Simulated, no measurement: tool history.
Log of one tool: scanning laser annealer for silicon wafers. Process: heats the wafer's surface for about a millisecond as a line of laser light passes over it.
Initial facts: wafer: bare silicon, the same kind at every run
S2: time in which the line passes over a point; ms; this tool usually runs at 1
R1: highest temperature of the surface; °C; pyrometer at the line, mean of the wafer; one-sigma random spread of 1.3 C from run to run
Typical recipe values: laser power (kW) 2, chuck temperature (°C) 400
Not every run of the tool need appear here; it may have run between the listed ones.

run 1 day=0 | laser_power_(kW)=2 S2=1 chuck_temperature_(°C)=400 | R1=1133
run 2 day=0.621 | laser_power_(kW)=2 S2=1.2 chuck_temperature_(°C)=400 | R1=1199
run 3 day=1.158 | laser_power_(kW)=2 S2=1.04 chuck_temperature_(°C)=400 | R1=1143
run 4 day=1.779 | laser_power_(kW)=2 S2=1 chuck_temperature_(°C)=379 | R1=1110
run 5 day=2.292 | laser_power_(kW)=2.07 S2=1 chuck_temperature_(°C)=400 | R1=1154
run 6 day=2.875 | laser_power_(kW)=2 S2=0.73 chuck_temperature_(°C)=400 | R1=1030
run 7 day=3.246 | laser_power_(kW)=2 S2=0.73 chuck_temperature_(°C)=400 | R1=1029
run 8 day=3.567 | laser_power_(kW)=2 S2=0.73 chuck_temperature_(°C)=400 | R1=1027
run 9 day=3.954 | laser_power_(kW)=1.98 S2=0.86 chuck_temperature_(°C)=368 | R1=1040
run 10 day=4.525 | laser_power_(kW)=1.796 S2=0.91 chuck_temperature_(°C)=397 | R1=1023
run 11 day=4.825 | laser_power_(kW)=1.74 S2=1.15 chuck_temperature_(°C)=402 | R1=1084
run 12 day=5.446 | laser_power_(kW)=2 S2=0.76 chuck_temperature_(°C)=405 | R1=1046
run 13 day=5.996 | laser_power_(kW)=1.706 S2=0.92 chuck_temperature_(°C)=400 | R1=997

What if the next run were any one of these 3? Each begins from the tool's condition after run 13:
run A day=6.3 | laser_power_(kW)=1.706 S2=0.87 chuck_temperature_(°C)=371 | R1=?
run B day=6.3 | laser_power_(kW)=1.742 S2=1 chuck_temperature_(°C)=365 | R1=?
run C day=6.3 | laser_power_(kW)=1.706 S2=0.92 chuck_temperature_(°C)=360 | R1=?

run=A R1=954
run=B R1=1003
run=C R1=959
Take away the tool's hidden state, keep each run's random variation, and the runs would have read:
run=A R1=974
run=B R1=1024
run=C R1=978
